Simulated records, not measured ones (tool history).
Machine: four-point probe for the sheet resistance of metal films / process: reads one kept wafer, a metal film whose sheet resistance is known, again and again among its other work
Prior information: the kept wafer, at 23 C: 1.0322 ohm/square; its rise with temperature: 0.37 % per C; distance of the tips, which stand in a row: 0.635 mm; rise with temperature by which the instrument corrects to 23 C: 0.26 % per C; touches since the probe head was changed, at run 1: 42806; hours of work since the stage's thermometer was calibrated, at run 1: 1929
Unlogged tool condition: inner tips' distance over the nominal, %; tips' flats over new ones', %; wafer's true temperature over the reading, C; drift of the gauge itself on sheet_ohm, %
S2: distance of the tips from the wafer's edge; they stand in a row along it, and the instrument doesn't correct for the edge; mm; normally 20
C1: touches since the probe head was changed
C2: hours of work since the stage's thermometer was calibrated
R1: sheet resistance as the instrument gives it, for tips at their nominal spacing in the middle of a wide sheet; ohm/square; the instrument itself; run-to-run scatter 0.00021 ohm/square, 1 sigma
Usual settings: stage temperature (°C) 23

Run 1, hour 0.0: usual settings; C1 42806; C2 1929. Result: R1 1.033088 ohm/square.
Run 2, hour 27.3: usual settings but S2 6 mm; C1 43568; C2 1940. Result: R1 1.038856 ohm/square.
Run 3, hour 49.8: usual settings but S2 6 mm; C1 44196; C2 1950. Result: R1 1.038543 ohm/square.
Run 4, hour 71.3: usual settings but S2 6 mm; C1 44794; C2 1958. Result: R1 1.038543 ohm/square.
Run 5, hour 91.2: usual settings but S2 6 mm; C1 45349; C2 1967. Result: R1 1.038490 ohm/square.
Run 6, hour 120.6: usual settings but S2 53 mm; C1 46168; C2 1979. Result: R1 1.032074 ohm/square.
At hour 125.0: stage's thermometer calibrated.
Run 7, hour 138.7: usual settings but S2 4 mm; C1 46659; C2 6. Result: R1 1.046318 ohm/square.
Run 8, hour 178.1: usual settings but S2 4 mm; C1 47755; C2 22. Result: R1 1.045831 ohm/square.
Run 9, hour 201.5: usual settings but S2 4 mm; C1 48408; C2 32. Result: R1 1.046133 ohm/square.
Run 10, hour 231.2: usual settings but stage temperature (°C) 21; C1 49236; C2 44. Result: R1 1.030705 ohm/square.
Run 11, hour 269.2: usual settings but stage temperature (°C) 21; C1 50296; C2 60. Result: R1 1.030271 ohm/square.
Run 12, hour 309.7: usual settings; C1 51425; C2 77. Result: R1 1.032694 ohm/square.
Run 13, hour 350.8: usual settings; C1 52568; C2 94. Result: R1 1.032744 ohm/square.
Run 14, hour 392.5: usual settings; C1 53731; C2 112. Result: R1 1.032847 ohm/square.
Run 15, hour 412.1: usual settings but S2 4 mm; C1 54279; C2 120. Result: R1 1.046235 ohm/square.
Run 16, hour 438.2: usual settings but S2 4 mm; C1 55005; C2 131. Result: R1 1.046101 ohm/square.
Run 17, hour 467.8: usual settings but stage temperature (°C) 19; C1 55830; C2 143. Result: R1 1.028161 ohm/square.
Run 18, hour 495.6: usual settings; C1 56605; C2 155. Result: R1 1.032660 ohm/square.
Run 19, hour 519.6: usual settings but S2 5 mm; C1 57274; C2 165. Result: R1 1.041091 ohm/square.
Run 20, hour 556.6: usual settings but S2 18 mm; C1 58305; C2 180. Result: R1 1.033077 ohm/square.
Run 21, hour 576.4: usual settings but S2 18 mm; C1 58856; C2 189. Result: R1 1.032874 ohm/square.
Run 22, hour 608.5: usual settings but S2 5 mm; C1 59753; C2 202. Result: R1 1.041430 ohm/square.
Run 23, hour 643.0: usual settings but stage temperature (°C) 28, S2 14 mm; C1 60713; C2 216. Result: R1 1.039009 ohm/square.
Run 24, hour 681.6: usual settings but stage temperature (°C) 28, S2 8 mm; C1 61789; C2 233. Result: R1 1.041247 ohm/square.
Run 25, hour 722.6: usual settings but stage temperature (°C) 25, S2 9 mm; C1 62933; C2 250. Result: R1 1.037646 ohm/square.
Run 26, hour 754.6: usual settings but stage temperature (°C) 25, S2 9 mm; C1 63824; C2 263. Result: R1 1.037440 ohm/square.
Run 27, hour 796.0: usual settings but stage temperature (°C) 25, S2 9 mm; C1 64977; C2 280. Result: R1 1.037045 ohm/square.
Run 28, hour 837.8: usual settings but stage temperature (°C) 32, S2 10 mm; C1 66142; C2 298. Result: R1 1.044729 ohm/square.
Run 29, hour 859.0: usual settings but stage temperature (°C) 32, S2 44 mm; C1 66733; C2 307. Result: R1 1.041892 ohm/square.
Run 30, hour 878.8: usual settings but stage temperature (°C) 19, S2 13 mm; C1 67285; C2 315. Result: R1 1.029082 ohm/square.
Run 31, hour 903.5: usual settings but stage temperature (°C) 19, S2 13 mm; C1 67975; C2 325. Result: R1 1.029167 ohm/square.
Run 32, hour 938.5: usual settings but stage temperature (°C) 19, S2 13 mm; C1 68950; C2 340. Result: R1 1.029000 ohm/square.
Run 33, hour 972.0: usual settings but stage temperature (°C) 31, S2 52 mm; C1 69884; C2 354. Result: R1 1.041181 ohm/square.
Run 34, hour 997.2: usual settings but stage temperature (°C) 31, S2 52 mm; C1 70585; C2 364. Result: R1 1.041235 ohm/square.
Run 35, hour 1028.7: usual settings but stage temperature (°C) 25, S2 4 mm; C1 71463; C2 378. Result: R1 1.048296 ohm/square.
Run 36, hour 1047.4: usual settings but stage temperature (°C) 25, S2 4 mm; C1 71985; C2 385. Result: R1 1.048048 ohm/square.
Run 37, hour 1089.2: usual settings but stage temperature (°C) 28, S2 31 mm; C1 73148; C2 403. Result: R1 1.038176 ohm/square.
Run 38, hour 1114.6: usual settings but stage temperature (°C) 28, S2 31 mm; C1 73858; C2 414. Result: R1 1.038534 ohm/square.
Run 39, hour 1144.3: usual settings but stage temperature (°C) 28, S2 31 mm; C1 74684; C2 426. Result: R1 1.037654 ohm/square.
Run 40, hour 1177.9: usual settings but stage temperature (°C) 29, S2 50 mm; C1 75623; C2 440. Result: R1 1.039081 ohm/square.
Run 41, hour 1199.6: usual settings but stage temperature (°C) 29, S2 50 mm; C1 76228; C2 449. Result: R1 1.039044 ohm/square.
Run 42, hour 1228.9: usual settings but stage temperature (°C) 27, S2 4 mm; C1 77044; C2 461. Result: R1 1.050679 ohm/square.
Run 43, hour 1254.6: usual settings but stage temperature (°C) 27, S2 4 mm; C1 77760; C2 472. Result: R1 1.050643 ohm/square.
Run 44, hour 1291.7: usual settings but stage temperature (°C) 27, S2 4 mm; C1 78793; C2 488. Result: R1 1.050712 ohm/square.

Below are 5 alternative next runs, each starting from the tool's condition after run 44. Predict each:
Run A, hour 1327.7: usual settings but stage temperature (°C) 20, S2 42 mm; C1 79798; C2 503. Result: R1 ?.
Run B, hour 1327.7: usual settings but stage temperature (°C) 35, S2 34 mm; C1 79798; C2 503. Result: R1 ?.
Run C, hour 1327.7: usual settings but stage temperature (°C) 25, S2 60 mm; C1 79798; C2 503. Result: R1 ?.
Run D, hour 1327.7: usual settings but stage temperature (°C) 31, S2 17 mm; C1 79798; C2 503. Result: R1 ?.
Run E, hour 1327.7: usual settings but S2 5 mm; C1 79798; C2 503. Result: R1 ?.

run        R1
  A  1.029203
  B  1.045422
  C  1.034471
  D  1.041910
  E  1.041241
With the hidden condition removed and each run's random variation left untouched, the same runs would have given:
run        R1
  A  1.029135
  B  1.045353
  C  1.034403
  D  1.041842
  E  1.041173
